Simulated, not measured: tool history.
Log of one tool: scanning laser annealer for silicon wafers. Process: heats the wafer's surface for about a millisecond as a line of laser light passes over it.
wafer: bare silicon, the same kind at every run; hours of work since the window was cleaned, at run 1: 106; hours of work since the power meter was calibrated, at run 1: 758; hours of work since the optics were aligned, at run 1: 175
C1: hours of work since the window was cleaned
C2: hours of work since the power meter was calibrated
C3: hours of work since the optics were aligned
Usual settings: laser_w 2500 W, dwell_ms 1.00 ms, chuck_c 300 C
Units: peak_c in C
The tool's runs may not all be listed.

Run 1, day 0.000: usual settings; C1 106; C2 758; C3 175. Result: peak_c 1086 C.
Run 2, day 1.412: usual settings but chuck_c 302 C; C1 133; C2 784; C3 202. Result: peak_c 1088 C.
Run 3, day 3.700: usual settings but chuck_c 302 C; C1 177; C2 828; C3 245. Result: peak_c 1086 C.
Run 4, day 6.258: usual settings but laser_w 2436 W; C1 225; C2 877; C3 294. Result: peak_c 1057 C.
Run 5, day 8.092: usual settings but laser_w 2436 W; C1 260; C2 912; C3 329. Result: peak_c 1053 C.
Run 6, day 9.717: usual settings; C1 291; C2 943; C3 360. Result: peak_c 1073 C.
Run 7, day 11.629: usual settings; C1 328; C2 979; C3 396. Result: peak_c 1073 C.
Run 8, day 13.871: usual settings; C1 370; C2 1022; C3 439. Result: peak_c 1070 C.
Run 9, day 16.083: usual settings but chuck_c 271 C; C1 413; C2 1064; C3 481. Result: peak_c 1042 C.
Run 10, day 18.750: usual settings but chuck_c 271 C; C1 463; C2 1115; C3 532. Result: peak_c 1041 C.
Run 11, day 20.983: usual settings but chuck_c 271 C; C1 506; C2 1157; C3 575. Result: peak_c 1036 C.
Run 12, day 23.946: usual settings but chuck_c 271 C; C1 562; C2 1214; C3 631. Result: peak_c 1034 C.
Run 13, day 25.767: usual settings but laser_w 2566 W, dwell_ms 0.93 ms; C1 597; C2 1249; C3 666. Result: peak_c 1056 C.
Run 14, day 27.662: usual settings but laser_w 2643 W, dwell_ms 0.80 ms, chuck_c 315 C; C1 633; C2 1285; C3 702. Result: peak_c 1040 C.
Run 15, day 29.712: usual settings but laser_w 2321 W, dwell_ms 1.12 ms; C1 672; C2 1324; C3 741. Result: peak_c 1034 C.
At day 31.983: window over the wafer cleaned.
Run 16, day 31.983: usual settings but laser_w 2674 W, dwell_ms 1.08 ms, chuck_c 268 C; C1 0; C2 1365; C3 783. Result: peak_c 1143 C.

Forecast each of these 5 alternatives for the next run:
Run A, day 33.962: usual settings but laser_w 2579 W, dwell_ms 1.08 ms, chuck_c 312 C; C1 38; C2 1403; C3 821. Result: peak_c ?.
Run B, day 33.962: usual settings but laser_w 2593 W, dwell_ms 1.11 ms, chuck_c 320 C; C1 38; C2 1403; C3 821. Result: peak_c ?.
Run C, day 33.962: usual settings but laser_w 2330 W, dwell_ms 0.72 ms, chuck_c 305 C; C1 38; C2 1403; C3 821. Result: peak_c ?.
Run D, day 33.962: usual settings but laser_w 2705 W, dwell_ms 0.74 ms, chuck_c 320 C; C1 38; C2 1403; C3 821. Result: peak_c ?.
Run E, day 33.962: usual settings but laser_w 2611 W; C1 38; C2 1403; C3 821. Result: peak_c ?.

run  peak_c
  A    1149
  B    1172
  C     912
  D    1053
  E    1115
Without the tool's hidden state the same runs would have given:
run  peak_c
  A    1175
  B    1199
  C     930
  D    1075
  E    1141
